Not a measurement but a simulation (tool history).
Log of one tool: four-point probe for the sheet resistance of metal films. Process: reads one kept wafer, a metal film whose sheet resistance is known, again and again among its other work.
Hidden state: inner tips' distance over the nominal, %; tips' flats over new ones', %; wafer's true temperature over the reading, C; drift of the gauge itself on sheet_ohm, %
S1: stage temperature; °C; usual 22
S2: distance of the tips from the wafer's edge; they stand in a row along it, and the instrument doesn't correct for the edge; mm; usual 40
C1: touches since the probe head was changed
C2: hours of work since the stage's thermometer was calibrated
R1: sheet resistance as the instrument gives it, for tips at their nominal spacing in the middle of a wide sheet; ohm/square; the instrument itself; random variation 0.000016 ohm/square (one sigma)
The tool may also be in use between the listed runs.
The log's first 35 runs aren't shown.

Run 36, hour 1410.1: usual settings but S2 18 mm; C1 44991; C2 1084. Result: R1 0.079819 ohm/square.
Run 37, hour 1452.2: usual settings but S2 18 mm; C1 45939; C2 1110. Result: R1 0.079819 ohm/square.
Run 38, hour 1479.0: usual settings but S1 28 °C, S2 50 mm; C1 46543; C2 1127. Result: R1 0.079786 ohm/square.
Run 39, hour 1512.5: usual settings but S1 28 °C, S2 50 mm; C1 47296; C2 1148. Result: R1 0.079804 ohm/square.
Run 40, hour 1560.8: usual settings but S1 28 °C, S2 50 mm; C1 48383; C2 1178. Result: R1 0.079829 ohm/square.
Run 41, hour 1609.5: usual settings but S1 18 °C, S2 13 mm; C1 49479; C2 1208. Result: R1 0.079880 ohm/square.
Run 42, hour 1663.4: usual settings but S1 18 °C, S2 13 mm; C1 50691; C2 1241. Result: R1 0.079866 ohm/square.
Run 43, hour 1712.6: usual settings but S1 18 °C, S2 13 mm; C1 51798; C2 1271. Result: R1 0.079894 ohm/square.
Run 44, hour 1756.0: usual settings but S1 18 °C, S2 13 mm; C1 52776; C2 1298. Result: R1 0.079878 ohm/square.

Forecast each of these 3 alternatives for the next run:
Run A, hour 1794.1: usual settings but S1 24 °C, S2 29 mm; C1 53633; C2 1322. Result: R1 ?.
Run B, hour 1794.1: usual settings but S1 24 °C, S2 29 mm; C1 53633; C2 1322. Result: R1 ?.
Run C, hour 1794.1: usual settings but S1 18 °C, S2 60 mm; C1 53633; C2 1322. Result: R1 ?.

run        R1
  A  0.079808
  B  0.079808
  C  0.079667
Without the tool's hidden state the same runs would have given:
run        R1
  A  0.079677
  B  0.079676
  C  0.079532
